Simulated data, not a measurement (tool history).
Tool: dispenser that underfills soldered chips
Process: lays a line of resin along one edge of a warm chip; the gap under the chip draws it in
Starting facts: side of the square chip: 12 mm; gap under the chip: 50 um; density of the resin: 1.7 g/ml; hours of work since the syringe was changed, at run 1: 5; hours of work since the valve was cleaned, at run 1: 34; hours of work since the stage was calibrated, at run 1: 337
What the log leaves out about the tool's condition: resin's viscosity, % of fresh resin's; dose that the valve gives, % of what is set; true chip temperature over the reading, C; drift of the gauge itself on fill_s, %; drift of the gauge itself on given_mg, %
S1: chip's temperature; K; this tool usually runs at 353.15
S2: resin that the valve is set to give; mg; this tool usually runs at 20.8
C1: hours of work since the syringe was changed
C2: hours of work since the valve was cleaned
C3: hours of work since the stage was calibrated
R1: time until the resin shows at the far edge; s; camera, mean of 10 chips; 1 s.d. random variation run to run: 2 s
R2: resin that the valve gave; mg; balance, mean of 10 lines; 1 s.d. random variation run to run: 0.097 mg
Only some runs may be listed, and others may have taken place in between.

run,hour,S1,S2,C1,C2,C3,R1,R2
1,0,353.15,20.8,5,34,337,325.9,20.13
# hour 6.1: new syringe of resin
2,12,353.15,21.9,4,41,344,288.4,21.03
3,18.1,353.15,18.7,7,45,348,383.3,17.83
# hour 21.1: new syringe of resin
4,28.1,350.15,20.8,4,50,354,344.3,19.99
# hour 36.3: new syringe of resin
5,36.8,349.15,20.8,0,56,359,252.8,19.8
6,50.2,349.15,20.8,8,64,367,475.8,19.61
# hour 51.2: new syringe of resin
7,56.7,349.15,20.8,3,67,371,332.1,19.76
8,62.9,349.15,20.8,7,71,374,440.9,19.68
# hour 66.4: new syringe of resin
9,72,358.15,20.8,3,76,380,248.1,19.68
# hour 81.5: new syringe of resin
10,83.1,339.15,20.8,1,83,386,385.3,19.53
11,91.1,339.15,20.8,6,88,391,571.5,19.33
# hour 96.7: new syringe of resin
12,105.2,339.15,20.8,5,96,399,547.6,19.19
13,111.3,339.15,20.8,9,100,403,728.5,19.11
# hour 112.2: new syringe of resin
# hour 122.9: dispensing valve cleaned and set on the balance
14,124.2,339.15,24.2,7,1,410,623.6,24.13
# hour 128.4: new syringe of resin
15,135.2,353.15,20.8,4,7,417,307.5,20.69
# hour 144: new syringe of resin
16,146.4,364.15,20.8,1,14,423,171.1,20.62
17,155.5,364.15,20.8,7,19,429,271,20.57
# hour 159.5: new syringe of resin
18,167.2,364.15,20.8,5,26,435,227.4,20.48
# hour 174.9: new syringe of resin
19,181,339.15,25.2,4,34,444,474.1,24.6
# hour 189.9: new syringe of resin
20,191.5,339.15,25.2,1,40,450,389.6,24.2
21,201.4,339.15,25.2,7,46,456,608.6,24.28
# hour 205.1: new syringe of resin
22,209.4,347.15,25.3,3,51,460,341.3,24.38
23,217.4,346.15,25.1,7,56,465,512.7,24.01
# hour 220.7: new syringe of resin
24,224.8,341.15,25.1,2,60,469,415.8,23.8
# hour 236: new syringe of resin
25,236.6,341.15,25.1,0,67,476,339.8,23.97
26,249.9,354.15,20.6,8,75,484,425.6,19.43
# hour 251.3: new syringe of resin
27,260.8,354.15,20.6,6,82,491,351.3,19.45
# hour 266.6: new syringe of resin
28,269.3,354.15,20.6,2,86,496,243.5,19.23
29,280.8,367.15,20,9,93,503,286,18.63
# hour 281.7: new syringe of resin
30,293.2,364.15,21.8,7,101,510,282.9,20.27
# hour 297.1: new syringe of resin
31,299.4,349.15,24.2,1,104,514,286.3,22.15
# hour 303.1: dispensing valve cleaned and set on the balance
32,306.9,341.15,21.5,5,2,517,528.3,21.28
# hour 313.6: new syringe of resin
33,318.8,344.15,18.3,3,9,524,408.9,18.38
34,327.8,353.15,21.9,9,15,530,450.9,21.66
# hour 329: new syringe of resin
35,338.4,352.15,19.6,6,21,536,373.9,19.17

Here are 4 independent what-if runs from the current tool condition. What would each one return?
# hour 344.7: new syringe of resin
A,350.8,358.15,19.6,4,28,543,?,?
# hour 344.7: new syringe of resin
B,350.8,367.15,20.8,4,28,543,?,?
# hour 344.7: new syringe of resin
C,350.8,360.15,20.8,4,28,543,?,?
# hour 344.7: new syringe of resin
D,350.8,367.15,18.9,4,28,543,?,?

run,R1,R2
A,260.5,19.32
B,199.7,20.32
C,244.9,20.22
D,199.3,18.53
With the hidden condition removed and each run's random variation left untouched, the same runs would have given:
run,R1,R2
A,168.5,19.78
B,130.2,20.8
C,159.1,20.7
D,129.7,18.97
